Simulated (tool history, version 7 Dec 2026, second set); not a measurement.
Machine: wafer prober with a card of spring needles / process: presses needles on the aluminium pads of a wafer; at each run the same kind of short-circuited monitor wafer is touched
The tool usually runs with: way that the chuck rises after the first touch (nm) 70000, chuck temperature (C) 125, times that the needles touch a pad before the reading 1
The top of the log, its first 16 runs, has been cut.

run,hour,way that the chuck rises after the first touch (nm),chuck temperature (C),times that the needles touch a pad before the reading,resistance of one needle with its contact and lead (mohm),way that a needle slides on the pad (nm)
# hour 323.4: tips cleaned on abrasive film
17,342.7,60000,125,1,318,10990
# hour 358.5: tips cleaned on abrasive film
18,363.3,60000,125,2,277,10940
19,375.6,79000,35,2,250,14460
# hour 392.2: tips cleaned on abrasive film
20,402.9,79000,35,2,250,14440
# hour 426.8: tips cleaned on abrasive film
21,426.8,88000,125,2,244,16130
22,453.5,89000,125,1,272,16400
# hour 461.4: tips cleaned on abrasive film
23,475.2,89000,125,1,276,16330
# hour 482.9: height of the first contact set anew
24,490.1,70000,125,2,277,13100
# hour 495.8: tips cleaned on abrasive film
25,502.9,70000,125,2,266,13020
26,514.6,70000,52,1,282,13070
27,527.8,70000,42,1,285,13060
# hour 530.3: tips cleaned on abrasive film
28,544.6,70000,34,2,256,13000
29,561.5,70000,125,2,278,13000
# hour 564.1: tips cleaned on abrasive film
30,575.2,58000,74,2,277,10790
31,592.1,58000,86,3,267,10750
# hour 598.3: tips cleaned on abrasive film
32,604.0,70000,86,2,255,12980
33,631.2,70000,86,2,272,12950

Branching from run 33: 4 alternative next runs. What would each branch give?
# hour 632.4: tips cleaned on abrasive film
A,649.1,71000,125,2,?,?
# hour 632.4: tips cleaned on abrasive film
B,649.1,55000,103,2,?,?
# hour 632.4: tips cleaned on abrasive film
C,649.1,77000,86,2,?,?
# hour 632.4: tips cleaned on abrasive film
D,649.1,64000,119,2,?,?

run,resistance of one needle with its contact and lead (mohm),way that a needle slides on the pad (nm)
A,274,13090
B,297,10140
C,264,14230
D,284,11810
With no hidden state in the tool, these same runs would have given:
run,resistance of one needle with its contact and lead (mohm),way that a needle slides on the pad (nm)
A,243,13180
B,246,10240
C,235,14330
D,246,11900
